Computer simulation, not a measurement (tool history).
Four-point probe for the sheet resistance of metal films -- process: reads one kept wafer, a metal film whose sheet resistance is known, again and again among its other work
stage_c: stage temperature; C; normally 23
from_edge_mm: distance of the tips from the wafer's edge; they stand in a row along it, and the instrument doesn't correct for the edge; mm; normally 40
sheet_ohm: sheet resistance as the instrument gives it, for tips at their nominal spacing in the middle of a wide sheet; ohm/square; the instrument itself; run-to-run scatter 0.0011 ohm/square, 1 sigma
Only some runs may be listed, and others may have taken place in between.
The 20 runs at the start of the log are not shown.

| run | hour | stage_c | from_edge_mm | touches since the probe head was changed | hours of work since the stage's thermometer was calibrated | sheet_ohm |
|---|---|---|---|---|---|---|
| 21 | 280.2 | 28 | 40 | 55649 | 513 | 5.632128 |
| 22 | 300.1 | 20 | 40 | 56486 | 523 | 5.645339 |
| 23 | 320.2 | 20 | 40 | 57334 | 534 | 5.64399 |
| 24 | 333.2 | 24 | 23 | 57878 | 541 | 5.641329 |
| 25 | 347.2 | 24 | 23 | 58468 | 548 | 5.643344 |
| 26 | 363.7 | 24 | 5 | 59165 | 557 | 5.824906 |
| 27 | 379.7 | 21 | 3 | 59837 | 565 | 6.131262 |
| 28 | 389.2 | 21 | 3 | 60237 | 570 | 6.131037 |
| 29 | 409.4 | 23 | 3 | 61086 | 581 | 6.130528 |
| 30 | 418.8 | 23 | 3 | 61482 | 586 | 6.128929 |
| 31 | 428.8 | 29 | 18 | 61904 | 591 | 5.641843 |
| 32 | 448.9 | 29 | 18 | 62751 | 602 | 5.643091 |
| 33 | 463.8 | 29 | 18 | 63376 | 609 | 5.64217 |
| 34 | 481.3 | 29 | 18 | 64113 | 619 | 5.64039 |
| 35 | 497.5 | 22 | 4 | 64797 | 627 | 5.926899 |
| 36 | 514.5 | 21 | 10 | 65510 | 636 | 5.688671 |
| 37 | 527.5 | 19 | 48 | 66060 | 643 | 5.645251 |
| 38 | 543.1 | 19 | 48 | 66717 | 651 | 5.644503 |
| 39 | 561.5 | 23 | 39 | 67492 | 661 | 5.639331 |
| 40 | 574.6 | 33 | 26 | 68041 | 668 | 5.62635 |
| 41 | 594.8 | 22 | 40 | 68893 | 678 | 5.639931 |
| 42 | 609 | 23 | 4 | 69491 | 686 | 5.926417 |
| 43 | 618.4 | 29 | 64 | 69886 | 691 | 5.628987 |
| 44 | 627 | 29 | 64 | 70248 | 695 | 5.626133 |

Here are 3 independent what-if runs from the current tool condition. What would each one return?
| A | 636.6 | 26 | 66 | 70652 | 700 | ? |
| B | 636.6 | 29 | 72 | 70652 | 700 | ? |
| C | 636.6 | 31 | 23 | 70652 | 700 | ? |

| run | sheet_ohm |
|---|---|
| A | 5.633352 |
| B | 5.626206 |
| C | 5.632926 |
With the hidden condition removed and each run's random variation left untouched, the same runs would have given:
| run | sheet_ohm |
|---|---|
| A | 5.633837 |
| B | 5.62669 |
| C | 5.633411 |
